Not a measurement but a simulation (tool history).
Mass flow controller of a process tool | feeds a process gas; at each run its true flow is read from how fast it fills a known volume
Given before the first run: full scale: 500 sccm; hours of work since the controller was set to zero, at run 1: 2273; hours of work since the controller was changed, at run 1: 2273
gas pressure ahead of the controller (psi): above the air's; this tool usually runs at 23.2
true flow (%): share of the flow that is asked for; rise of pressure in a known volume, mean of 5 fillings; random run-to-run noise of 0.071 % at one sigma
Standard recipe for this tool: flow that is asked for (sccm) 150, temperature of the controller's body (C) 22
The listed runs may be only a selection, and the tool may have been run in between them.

| run | hour | flow that is asked for (sccm) | gas pressure ahead of the controller (psi) | temperature of the controller's body (C) | hours of work since the controller was set to zero | hours of work since the controller was changed | true flow (%) |
|---|---|---|---|---|---|---|---|
| 1 | 0.0 | 150 | 23.2 | 22 | 2273 | 2273 | 101.97 |
| 2 | 161.6 | 150 | 23.2 | 22 | 2353 | 2353 | 101.92 |
| 3 | 311.4 | 150 | 23.2 | 22 | 2427 | 2427 | 102.09 |
| 4 | 537.3 | 150 | 23.2 | 22 | 2539 | 2539 | 102.10 |
| 5 | 762.6 | 150 | 23.2 | 31 | 2651 | 2651 | 101.88 |
| 6 | 949.6 | 150 | 23.2 | 31 | 2744 | 2744 | 101.88 |
| 7 | 1088.9 | 378 | 23.2 | 22 | 2813 | 2813 | 101.49 |
| 8 | 1237.6 | 150 | 35.5 | 22 | 2886 | 2886 | 102.13 |
| 9 | 1426.1 | 150 | 35.5 | 22 | 2980 | 2980 | 102.38 |
| 10 | 1604.6 | 150 | 35.5 | 22 | 3069 | 3069 | 102.31 |
| 11 | 1840.4 | 150 | 35.5 | 22 | 3186 | 3186 | 102.42 |
| 12 | 1977.7 | 150 | 35.5 | 22 | 3254 | 3254 | 102.44 |
| 13 | 2151.1 | 150 | 20.9 | 22 | 3340 | 3340 | 102.86 |
| 14 | 2283.4 | 150 | 23.2 | 22 | 3405 | 3405 | 102.59 |
| 15 | 2468.2 | 150 | 23.2 | 22 | 3497 | 3497 | 102.91 |
| 16 | 2667.9 | 150 | 23.2 | 22 | 3596 | 3596 | 102.96 |
| 17 | 2921.6 | 67 | 23.2 | 22 | 3722 | 3722 | 105.73 |
| 18 | 3088.7 | 202 | 20.9 | 32 | 3805 | 3805 | 102.36 |
|  | 3105.3 | controller's zero set anew |
| 19 | 3221.0 | 51 | 21.0 | 27 | 57 | 3870 | 108.15 |
| 20 | 3495.6 | 153 | 20.5 | 34 | 194 | 4006 | 103.20 |
| 21 | 3710.7 | 153 | 20.5 | 34 | 300 | 4113 | 103.24 |
| 22 | 3843.1 | 153 | 20.5 | 34 | 366 | 4179 | 103.23 |
| 23 | 4140.3 | 153 | 20.5 | 34 | 513 | 4326 | 103.39 |
| 24 | 4342.7 | 325 | 20.5 | 34 | 614 | 4427 | 102.13 |
| 25 | 4542.5 | 325 | 20.5 | 34 | 713 | 4526 | 102.13 |
|  | 4711.9 | controller's zero set anew, once more |
| 26 | 4758.8 | 86 | 26.8 | 40 | 23 | 4633 | 100.37 |
| 27 | 4903.7 | 188 | 23.2 | 28 | 95 | 4705 | 101.07 |
| 28 | 5033.2 | 215 | 20.3 | 32 | 159 | 4769 | 101.00 |
| 29 | 5202.4 | 215 | 20.3 | 32 | 243 | 4853 | 101.08 |
| 30 | 5457.6 | 215 | 20.3 | 32 | 370 | 4979 | 101.18 |
| 31 | 5730.9 | 215 | 25.1 | 32 | 505 | 5115 | 101.19 |
| 32 | 5944.0 | 150 | 20.6 | 35 | 611 | 5221 | 101.04 |
| 33 | 6140.8 | 129 | 24.1 | 24 | 709 | 5318 | 101.80 |

Here are 5 independent what-if runs from the current tool condition. What would each one return?
| A | 6278.6 | 149 | 22.6 | 21 | 777 | 5387 | ? |
| B | 6278.6 | 202 | 24.1 | 21 | 777 | 5387 | ? |
| C | 6278.6 | 150 | 32.8 | 22 | 777 | 5387 | ? |
| D | 6278.6 | 104 | 34.4 | 22 | 777 | 5387 | ? |
| E | 6278.6 | 302 | 23.2 | 22 | 777 | 5387 | ? |

| run | true flow (%) |
|---|---|
| A | 101.87 |
| B | 101.75 |
| C | 101.74 |
| D | 101.66 |
| E | 101.66 |
What these runs would have given with no unlogged condition in the tool:
| run | true flow (%) |
|---|---|
| A | 100.04 |
| B | 100.04 |
| C | 99.91 |
| D | 99.63 |
| E | 100.06 |
